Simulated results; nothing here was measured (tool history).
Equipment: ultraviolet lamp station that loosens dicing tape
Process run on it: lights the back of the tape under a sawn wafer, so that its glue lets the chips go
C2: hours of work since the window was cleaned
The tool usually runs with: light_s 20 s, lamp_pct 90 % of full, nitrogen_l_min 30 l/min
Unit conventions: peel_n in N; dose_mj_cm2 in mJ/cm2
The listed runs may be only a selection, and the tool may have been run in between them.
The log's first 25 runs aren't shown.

Run 26, hour 357.4: usual settings but light_s 26 s, lamp_pct 64 % of full, nitrogen_l_min 18 l/min; hours of work of the lamp 371; C2 98. Result: peel_n 0.487 N, dose_mj_cm2 309 mJ/cm2.
Run 27, hour 370.4: usual settings but light_s 32 s, nitrogen_l_min 13 l/min; hours of work of the lamp 379; C2 105. Result: peel_n 0.261 N, dose_mj_cm2 523 mJ/cm2.
Run 28, hour 378.4: usual settings but light_s 32 s, nitrogen_l_min 11 l/min; hours of work of the lamp 384; C2 110. Result: peel_n 0.29 N, dose_mj_cm2 528 mJ/cm2.
Run 29, hour 386.7: usual settings but light_s 32 s, nitrogen_l_min 11 l/min; hours of work of the lamp 389; C2 115. Result: peel_n 0.297 N, dose_mj_cm2 521 mJ/cm2.
Run 30, hour 394.7: usual settings but light_s 25 s, lamp_pct 70 % of full, nitrogen_l_min 37 l/min; hours of work of the lamp 394; C2 120. Result: peel_n 0.279 N, dose_mj_cm2 315 mJ/cm2.
Run 31, hour 413.7: usual settings but light_s 36 s, lamp_pct 96 % of full, nitrogen_l_min 50 l/min; hours of work of the lamp 405; C2 131. Result: peel_n 0.164 N, dose_mj_cm2 622 mJ/cm2.
Run 32, hour 425.2: usual settings but light_s 36 s, lamp_pct 80 % of full, nitrogen_l_min 50 l/min; hours of work of the lamp 412; C2 138. Result: peel_n 0.17 N, dose_mj_cm2 517 mJ/cm2.
Run 33, hour 441.4: usual settings but light_s 36 s, lamp_pct 80 % of full, nitrogen_l_min 50 l/min; hours of work of the lamp 421; C2 147. Result: peel_n 0.172 N, dose_mj_cm2 512 mJ/cm2.
Run 34, hour 451.4: usual settings but light_s 36 s, lamp_pct 84 % of full, nitrogen_l_min 15 l/min; hours of work of the lamp 427; C2 153. Result: peel_n 0.233 N, dose_mj_cm2 538 mJ/cm2.
Run 35, hour 461.6: usual settings but light_s 36 s, lamp_pct 84 % of full, nitrogen_l_min 15 l/min; hours of work of the lamp 433; C2 159. Result: peel_n 0.231 N, dose_mj_cm2 538 mJ/cm2.
Run 36, hour 473.5: usual settings but light_s 36 s, lamp_pct 84 % of full, nitrogen_l_min 15 l/min; hours of work of the lamp 440; C2 166. Result: peel_n 0.238 N, dose_mj_cm2 536 mJ/cm2.
Run 37, hour 483.1: usual settings but light_s 19 s, lamp_pct 84 % of full, nitrogen_l_min 51 l/min; hours of work of the lamp 446; C2 172. Result: peel_n 0.28 N, dose_mj_cm2 280 mJ/cm2.
Run 38, hour 499.3: usual settings but light_s 37 s; hours of work of the lamp 455; C2 182. Result: peel_n 0.178 N, dose_mj_cm2 587 mJ/cm2.
Run 39, hour 515.9: usual settings but light_s 28 s, nitrogen_l_min 21 l/min; hours of work of the lamp 465; C2 191. Result: peel_n 0.259 N, dose_mj_cm2 435 mJ/cm2.
Run 40, hour 528.7: usual settings but light_s 28 s, nitrogen_l_min 21 l/min; hours of work of the lamp 473; C2 199. Result: peel_n 0.26 N, dose_mj_cm2 431 mJ/cm2.
Run 41, hour 544.2: usual settings but light_s 28 s, nitrogen_l_min 21 l/min; hours of work of the lamp 482; C2 208. Result: peel_n 0.261 N, dose_mj_cm2 427 mJ/cm2.
Run 42, hour 558.1: usual settings but light_s 11 s, lamp_pct 92 % of full, nitrogen_l_min 11 l/min; hours of work of the lamp 490; C2 216. Result: peel_n 1.387 N, dose_mj_cm2 172 mJ/cm2.

Below are 3 alternative next runs, each starting from the tool's condition after run 42. Predict each:
Run A, hour 577.8: usual settings but light_s 32 s, lamp_pct 77 % of full, nitrogen_l_min 28 l/min; hours of work of the lamp 502; C2 228. Result: peel_n ?, dose_mj_cm2 ?.
Run B, hour 577.8: usual settings but lamp_pct 85 % of full; hours of work of the lamp 502; C2 228. Result: peel_n ?, dose_mj_cm2 ?.
Run C, hour 577.8: usual settings but light_s 11 s, lamp_pct 99 % of full, nitrogen_l_min 11 l/min; hours of work of the lamp 502; C2 228. Result: peel_n ?, dose_mj_cm2 ?.

run  peel_n  dose_mj_cm2
  A   0.227          409
  B    0.37          283
  C   1.255          182
With the hidden condition removed and each run's random variation left untouched, the same runs would have given:
run  peel_n  dose_mj_cm2
  A    0.18          533
  B   0.249          368
  C   0.925          236
